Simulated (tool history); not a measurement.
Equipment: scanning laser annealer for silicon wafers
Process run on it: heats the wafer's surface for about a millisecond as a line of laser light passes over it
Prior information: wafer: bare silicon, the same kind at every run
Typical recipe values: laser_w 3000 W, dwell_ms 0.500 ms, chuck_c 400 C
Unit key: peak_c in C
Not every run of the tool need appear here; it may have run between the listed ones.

run 1 hour=0.0 | laser_w=3000 dwell_ms=0.500 chuck_c=400 | peak_c=1090
run 2 hour=55.4 | laser_w=3000 dwell_ms=0.500 chuck_c=400 | peak_c=1085
run 3 hour=105.5 | laser_w=3000 dwell_ms=0.500 chuck_c=400 | peak_c=1084
run 4 hour=147.2 | laser_w=3000 dwell_ms=0.500 chuck_c=400 | peak_c=1081
run 5 hour=210.4 | laser_w=3000 dwell_ms=0.500 chuck_c=400 | peak_c=1076
-- hour=244.5 window over the wafer cleaned
run 6 hour=280.6 | laser_w=3055 dwell_ms=0.500 chuck_c=400 | peak_c=1140
run 7 hour=340.5 | laser_w=3055 dwell_ms=0.500 chuck_c=434 | peak_c=1174
run 8 hour=413.8 | laser_w=3235 dwell_ms=0.512 chuck_c=407 | peak_c=1212
run 9 hour=448.3 | laser_w=2579 dwell_ms=0.362 chuck_c=367 | peak_c=859
run 10 hour=524.2 | laser_w=3064 dwell_ms=0.564 chuck_c=416 | peak_c=1193
run 11 hour=602.9 | laser_w=3251 dwell_ms=0.423 chuck_c=416 | peak_c=1127
run 12 hour=656.5 | laser_w=3251 dwell_ms=0.423 chuck_c=416 | peak_c=1129
run 13 hour=706.8 | laser_w=3000 dwell_ms=0.505 chuck_c=373 | peak_c=1078
run 14 hour=770.9 | laser_w=3000 dwell_ms=0.505 chuck_c=373 | peak_c=1073

Branching from run 14: 4 alternative next runs. What would each branch give?
run A hour=808.5 | laser_w=3000 dwell_ms=0.578 chuck_c=380 | peak_c=?
run B hour=808.5 | laser_w=3000 dwell_ms=0.505 chuck_c=430 | peak_c=?
run C hour=808.5 | laser_w=3241 dwell_ms=0.410 chuck_c=371 | peak_c=?
run D hour=808.5 | laser_w=2629 dwell_ms=0.377 chuck_c=402 | peak_c=?

run=A peak_c=1125
run=B peak_c=1125
run=C peak_c=1060
run=D peak_c=895
With the hidden condition removed and each run's random variation left untouched, the same runs would have given:
run=A peak_c=1172
run=B peak_c=1168
run=C peak_c=1104
run=D peak_c=926
